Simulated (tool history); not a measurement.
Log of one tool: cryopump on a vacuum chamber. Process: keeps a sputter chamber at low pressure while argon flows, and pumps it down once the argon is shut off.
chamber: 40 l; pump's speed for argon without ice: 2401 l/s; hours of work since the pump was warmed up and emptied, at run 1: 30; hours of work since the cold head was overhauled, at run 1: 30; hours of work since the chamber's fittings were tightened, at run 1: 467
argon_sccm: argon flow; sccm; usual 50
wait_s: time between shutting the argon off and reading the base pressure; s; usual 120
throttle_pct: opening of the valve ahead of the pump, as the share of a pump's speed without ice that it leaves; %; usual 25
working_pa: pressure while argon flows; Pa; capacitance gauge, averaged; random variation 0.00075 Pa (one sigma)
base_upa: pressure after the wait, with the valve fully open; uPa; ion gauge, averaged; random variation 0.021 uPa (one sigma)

run,day,argon_sccm,wait_s,throttle_pct,hours of work since the pump was warmed up and emptied,hours of work since the cold head was overhauled,hours of work since the chamber's fittings were tightened,working_pa,base_upa
1,0.000,50,120,25,30,30,467,0.1412,0.71
2,1.746,50,120,25,59,59,496,0.1426,0.71
3,3.583,50,120,18,90,90,526,0.1963,0.67
4,5.667,50,120,18,125,125,561,0.1955,0.71
5,9.358,36,120,18,186,186,623,0.1429,0.74
6,12.875,36,120,18,245,245,681,0.1431,0.76
7,15.412,50,120,25,287,287,723,0.1443,0.79
8,18.308,41,120,16,335,335,772,0.1826,0.83
9,20.896,69,123,29,378,378,815,0.1731,0.81
10,24.812,57,33,29,444,444,880,0.1449,1.84
11,28.575,21,33,29,506,506,943,0.0537,1.84
12,32.300,21,291,59,568,568,1005,0.0290,0.74
13,34.038,21,291,59,597,597,1034,0.0298,0.71

The same runs without the tool's hidden state, with the same run-to-run variation:
The hidden state here: pump's speed, % of a pump's without ice; cold plate's temperature, K; leak into the chamber, uPa l/s; drift of the gauge itself on working_pa, %; drift of the gauge itself on base_upa, %.
run,working_pa,base_upa
1,0.1405,0.55
2,0.1416,0.53
3,0.1949,0.48
4,0.1937,0.51
5,0.1412,0.51
6,0.1409,0.51
7,0.1406,0.51
8,0.1792,0.52
9,0.1664,0.48
10,0.1385,1.49
11,0.0510,1.46
12,0.0258,0.32
13,0.0265,0.29

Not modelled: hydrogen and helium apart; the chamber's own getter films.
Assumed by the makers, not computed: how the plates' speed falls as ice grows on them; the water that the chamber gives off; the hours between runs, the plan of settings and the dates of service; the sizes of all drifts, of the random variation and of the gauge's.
